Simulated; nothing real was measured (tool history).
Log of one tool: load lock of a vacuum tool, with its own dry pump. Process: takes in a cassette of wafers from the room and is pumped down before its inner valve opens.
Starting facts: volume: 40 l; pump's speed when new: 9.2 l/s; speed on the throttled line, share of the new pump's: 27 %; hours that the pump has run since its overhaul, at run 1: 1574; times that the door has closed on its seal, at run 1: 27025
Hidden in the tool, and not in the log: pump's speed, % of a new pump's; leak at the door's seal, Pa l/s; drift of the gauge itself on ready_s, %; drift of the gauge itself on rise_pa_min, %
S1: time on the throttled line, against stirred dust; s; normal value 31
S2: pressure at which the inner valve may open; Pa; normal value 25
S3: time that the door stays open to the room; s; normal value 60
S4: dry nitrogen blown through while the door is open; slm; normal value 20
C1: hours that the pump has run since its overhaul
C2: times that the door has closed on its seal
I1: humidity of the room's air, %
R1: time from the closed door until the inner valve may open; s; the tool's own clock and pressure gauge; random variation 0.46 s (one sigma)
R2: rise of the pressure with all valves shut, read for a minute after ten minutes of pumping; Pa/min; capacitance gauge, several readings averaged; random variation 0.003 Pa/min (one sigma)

{"run": 1, "hour": 0.0, "S1": 31, "S2": 25, "S3": 60, "S4": 20, "C1": 1574, "C2": 27025, "I1": 44.4, "R1": 59.4, "R2": 0.109}
{"run": 2, "hour": 116.0, "S1": 31, "S2": 25, "S3": 60, "S4": 20, "C1": 1690, "C2": 27267, "I1": 47.4, "R1": 59.7, "R2": 0.108}
{"run": 3, "hour": 233.4, "S1": 31, "S2": 25, "S3": 198, "S4": 20, "C1": 1807, "C2": 27513, "I1": 46.5, "R1": 58.3, "R2": 0.124}
{"run": 4, "hour": 342.0, "S1": 31, "S2": 25, "S3": 87, "S4": 20, "C1": 1916, "C2": 27740, "I1": 47.9, "R1": 59.0, "R2": 0.122}
{"run": 5, "hour": 468.2, "S1": 31, "S2": 25, "S3": 60, "S4": 20, "C1": 2042, "C2": 28004, "I1": 42.2, "R1": 58.8, "R2": 0.115}
{"run": 6, "hour": 523.8, "S1": 31, "S2": 27, "S3": 60, "S4": 20, "C1": 2098, "C2": 28120, "I1": 44.5, "R1": 58.9, "R2": 0.121}
{"run": 7, "hour": 649.4, "S1": 31, "S2": 27, "S3": 60, "S4": 20, "C1": 2223, "C2": 28383, "I1": 47.2, "R1": 59.6, "R2": 0.118}
{"run": 8, "hour": 771.7, "S1": 31, "S2": 27, "S3": 60, "S4": 20, "C1": 2346, "C2": 28639, "I1": 45.1, "R1": 58.7, "R2": 0.121}
{"run": 9, "hour": 870.4, "S1": 31, "S2": 27, "S3": 60, "S4": 20, "C1": 2444, "C2": 28845, "I1": 46.2, "R1": 58.8, "R2": 0.122}
{"run": 10, "hour": 991.7, "S1": 31, "S2": 27, "S3": 60, "S4": 11, "C1": 2566, "C2": 29099, "I1": 42.5, "R1": 59.4, "R2": 0.131}
{"run": 11, "hour": 1111.8, "S1": 31, "S2": 27, "S3": 175, "S4": 11, "C1": 2686, "C2": 29350, "I1": 45.0, "R1": 59.4, "R2": 0.137}
{"run": 12, "hour": 1195.6, "S1": 31, "S2": 27, "S3": 175, "S4": 11, "C1": 2770, "C2": 29526, "I1": 46.3, "R1": 59.2, "R2": 0.142}
{"run": 13, "hour": 1319.9, "S1": 31, "S2": 27, "S3": 175, "S4": 11, "C1": 2894, "C2": 29786, "I1": 43.8, "R1": 59.5, "R2": 0.139}
{"run": 14, "hour": 1454.0, "S1": 31, "S2": 25, "S3": 60, "S4": 8, "C1": 3028, "C2": 30066, "I1": 44.1, "R1": 58.9, "R2": 0.138}
{"run": 15, "hour": 1576.0, "S1": 31, "S2": 25, "S3": 60, "S4": 8, "C1": 3150, "C2": 30321, "I1": 50.1, "R1": 59.1, "R2": 0.14}
{"run": 16, "hour": 1666.8, "S1": 31, "S2": 25, "S3": 60, "S4": 27, "C1": 3241, "C2": 30511, "I1": 46.8, "R1": 58.2, "R2": 0.122}
{"run": 17, "hour": 1741.6, "S1": 31, "S2": 25, "S3": 60, "S4": 20, "C1": 3316, "C2": 30668, "I1": 45.3, "R1": 59.2, "R2": 0.132}
{"run": 18, "hour": 1840.3, "S1": 31, "S2": 25, "S3": 60, "S4": 20, "C1": 3414, "C2": 30874, "I1": 47.3, "R1": 59.7, "R2": 0.133}
{"run": 19, "hour": 1896.1, "S1": 31, "S2": 25, "S3": 60, "S4": 20, "C1": 3470, "C2": 30991, "I1": 45.6, "R1": 59.7, "R2": 0.133}
{"run": 20, "hour": 1989.4, "S1": 31, "S2": 39, "S3": 60, "S4": 12, "C1": 3563, "C2": 31186, "I1": 47.8, "R1": 58.5, "R2": 0.14}
{"run": 21, "hour": 2092.1, "S1": 31, "S2": 39, "S3": 60, "S4": 15, "C1": 3666, "C2": 31401, "I1": 45.3, "R1": 57.6, "R2": 0.14}
{"run": 22, "hour": 2192.3, "S1": 31, "S2": 39, "S3": 60, "S4": 15, "C1": 3766, "C2": 31610, "I1": 44.4, "R1": 57.6, "R2": 0.143}
{"run": 23, "hour": 2285.6, "S1": 31, "S2": 39, "S3": 60, "S4": 15, "C1": 3860, "C2": 31806, "I1": 47.1, "R1": 58.0, "R2": 0.143}
{"run": 24, "hour": 2421.7, "S1": 16, "S2": 26, "S3": 60, "S4": 20, "C1": 3996, "C2": 32090, "I1": 46.6, "R1": 48.2, "R2": 0.139}
{"run": 25, "hour": 2530.0, "S1": 16, "S2": 26, "S3": 60, "S4": 20, "C1": 4104, "C2": 32317, "I1": 45.9, "R1": 49.5, "R2": 0.143}
{"run": 26, "hour": 2595.5, "S1": 31, "S2": 46, "S3": 60, "S4": 20, "C1": 4169, "C2": 32454, "I1": 46.9, "R1": 57.2, "R2": 0.146}
{"run": 27, "hour": 2690.4, "S1": 31, "S2": 47, "S3": 60, "S4": 21, "C1": 4264, "C2": 32652, "I1": 43.7, "R1": 57.1, "R2": 0.139}
{"run": 28, "hour": 2775.3, "S1": 25, "S2": 42, "S3": 91, "S4": 8, "C1": 4349, "C2": 32830, "I1": 43.4, "R1": 52.3, "R2": 0.151}
{"run": 29, "hour": 2837.5, "S1": 25, "S2": 43, "S3": 231, "S4": 6, "C1": 4412, "C2": 32960, "I1": 41.6, "R1": 52.6, "R2": 0.172}
{"run": 30, "hour": 2937.5, "S1": 34, "S2": 22, "S3": 231, "S4": 6, "C1": 4512, "C2": 33169, "I1": 43.8, "R1": 62.8, "R2": 0.171}
{"run": 31, "hour": 3058.9, "S1": 34, "S2": 22, "S3": 231, "S4": 6, "C1": 4633, "C2": 33423, "I1": 45.7, "R1": 61.9, "R2": 0.172}
{"run": 32, "hour": 3120.2, "S1": 32, "S2": 34, "S3": 177, "S4": 20, "C1": 4694, "C2": 33551, "I1": 43.9, "R1": 58.4, "R2": 0.155}
{"run": 33, "hour": 3220.7, "S1": 55, "S2": 34, "S3": 35, "S4": 45, "C1": 4795, "C2": 33762, "I1": 46.0, "R1": 77.0, "R2": 0.14}
{"run": 34, "hour": 3280.4, "S1": 55, "S2": 34, "S3": 31, "S4": 45, "C1": 4854, "C2": 33886, "I1": 44.6, "R1": 76.5, "R2": 0.143}
{"run": 35, "hour": 3336.5, "S1": 31, "S2": 31, "S3": 218, "S4": 15, "C1": 4911, "C2": 34004, "I1": 46.2, "R1": 58.8, "R2": 0.167}
{"run": 36, "hour": 3470.6, "S1": 31, "S2": 31, "S3": 51, "S4": 26, "C1": 5045, "C2": 34284, "I1": 44.8, "R1": 59.1, "R2": 0.151}
{"run": 37, "hour": 3592.8, "S1": 55, "S2": 20, "S3": 25, "S4": 9, "C1": 5167, "C2": 34540, "I1": 42.4, "R1": 78.1, "R2": 0.156}

Measured less the same run without the tool's hidden state. The same run-to-run variation is in both; the gauge's scatter may not be:
run=1 R1=+0.3 R2=+0.090
run=2 R1=+0.3 R2=+0.092
run=3 R1=+0.4 R2=+0.094
run=4 R1=+0.4 R2=+0.097
run=5 R1=+0.5 R2=+0.097
run=6 R1=+0.4 R2=+0.099
run=7 R1=+0.5 R2=+0.099
run=8 R1=+0.5 R2=+0.102
run=9 R1=+0.5 R2=+0.102
run=10 R1=+0.6 R2=+0.104
run=11 R1=+0.6 R2=+0.105
run=12 R1=+0.6 R2=+0.106
run=13 R1=+0.7 R2=+0.107
run=14 R1=+0.7 R2=+0.109
run=15 R1=+0.8 R2=+0.110
run=16 R1=+0.8 R2=+0.111
run=17 R1=+0.8 R2=+0.113
run=18 R1=+0.9 R2=+0.113
run=19 R1=+0.9 R2=+0.114
run=20 R1=+0.9 R2=+0.114
run=21 R1=+0.8 R2=+0.118
run=22 R1=+0.9 R2=+0.119
run=23 R1=+0.9 R2=+0.119
run=24 R1=+1.2 R2=+0.121
run=25 R1=+1.2 R2=+0.121
run=26 R1=+1.0 R2=+0.124
run=27 R1=+1.1 R2=+0.123
run=28 R1=+1.1 R2=+0.122
run=29 R1=+1.1 R2=+0.125
run=30 R1=+1.2 R2=+0.128
run=31 R1=+1.2 R2=+0.129
run=32 R1=+1.2 R2=+0.131
run=33 R1=+1.0 R2=+0.131
run=34 R1=+0.9 R2=+0.131
run=35 R1=+1.3 R2=+0.134
run=36 R1=+1.3 R2=+0.133
run=37 R1=+1.1 R2=+0.135
